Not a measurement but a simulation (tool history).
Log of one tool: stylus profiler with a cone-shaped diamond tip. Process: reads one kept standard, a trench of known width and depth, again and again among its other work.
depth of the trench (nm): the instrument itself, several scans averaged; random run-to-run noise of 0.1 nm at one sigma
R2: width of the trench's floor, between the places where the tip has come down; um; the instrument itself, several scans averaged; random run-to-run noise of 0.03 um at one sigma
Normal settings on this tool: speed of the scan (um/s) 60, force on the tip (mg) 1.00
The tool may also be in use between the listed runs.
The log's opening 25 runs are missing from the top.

{"run": 26, "hour": 371.9, "speed of the scan (um/s)": 34, "force on the tip (mg)": 1.0, "depth of the trench (nm)": 100.61, "R2": 98.22}
{"run": 27, "hour": 388.6, "speed of the scan (um/s)": 118, "force on the tip (mg)": 0.88, "depth of the trench (nm)": 100.38, "R2": 97.22}
{"run": 28, "hour": 402.5, "speed of the scan (um/s)": 118, "force on the tip (mg)": 0.88, "depth of the trench (nm)": 100.4, "R2": 97.31}
{"run": 29, "hour": 416.6, "speed of the scan (um/s)": 118, "force on the tip (mg)": 0.88, "depth of the trench (nm)": 100.61, "R2": 97.32}
{"run": 30, "hour": 430.6, "speed of the scan (um/s)": 60, "force on the tip (mg)": 2.31, "depth of the trench (nm)": 100.82, "R2": 98.18}
{"run": 31, "hour": 449.3, "speed of the scan (um/s)": 61, "force on the tip (mg)": 1.36, "depth of the trench (nm)": 100.56, "R2": 98.04}
{"run": 32, "hour": 466.9, "speed of the scan (um/s)": 61, "force on the tip (mg)": 1.36, "depth of the trench (nm)": 100.6, "R2": 98.03}
{"run": 33, "hour": 477.6, "speed of the scan (um/s)": 230, "force on the tip (mg)": 1.69, "depth of the trench (nm)": 100.79, "R2": 96.79}
{"run": 34, "hour": 489.3, "speed of the scan (um/s)": 126, "force on the tip (mg)": 0.6, "depth of the trench (nm)": 100.6, "R2": 96.86}
{"run": 35, "hour": 506.6, "speed of the scan (um/s)": 126, "force on the tip (mg)": 0.6, "depth of the trench (nm)": 100.27, "R2": 96.95}
{"run": 36, "hour": 522.3, "speed of the scan (um/s)": 24, "force on the tip (mg)": 0.56, "depth of the trench (nm)": 100.27, "R2": 98.24}
{"run": 37, "hour": 538.6, "speed of the scan (um/s)": 23, "force on the tip (mg)": 0.9, "depth of the trench (nm)": 100.68, "R2": 98.36}
{"run": 38, "hour": 551.9, "speed of the scan (um/s)": 162, "force on the tip (mg)": 0.82, "depth of the trench (nm)": 100.46, "R2": 96.81}
{"run": 39, "hour": 564.2, "speed of the scan (um/s)": 21, "force on the tip (mg)": 0.57, "depth of the trench (nm)": 100.32, "R2": 98.31}
{"run": 40, "hour": 581.1, "speed of the scan (um/s)": 116, "force on the tip (mg)": 1.01, "depth of the trench (nm)": 100.75, "R2": 97.41}
{"run": 41, "hour": 594.9, "speed of the scan (um/s)": 116, "force on the tip (mg)": 1.01, "depth of the trench (nm)": 100.47, "R2": 97.4}
{"run": 42, "hour": 609.0, "speed of the scan (um/s)": 128, "force on the tip (mg)": 1.45, "depth of the trench (nm)": 100.78, "R2": 97.53}
{"run": 43, "hour": 622.2, "speed of the scan (um/s)": 56, "force on the tip (mg)": 0.82, "depth of the trench (nm)": 100.48, "R2": 97.9}

Run 44 comes next. What will it give?
{"run": 44, "hour": 641.3, "speed of the scan (um/s)": 157, "force on the tip (mg)": 2.15, "depth of the trench (nm)": "?", "R2": "?"}

Run 44 came out at depth of the trench (nm) 100.82, R2 97.52 um.
On a tool with no hidden condition, and with the same random variation, this run would have come out at depth of the trench (nm) 100.77, R2 97.53 um.

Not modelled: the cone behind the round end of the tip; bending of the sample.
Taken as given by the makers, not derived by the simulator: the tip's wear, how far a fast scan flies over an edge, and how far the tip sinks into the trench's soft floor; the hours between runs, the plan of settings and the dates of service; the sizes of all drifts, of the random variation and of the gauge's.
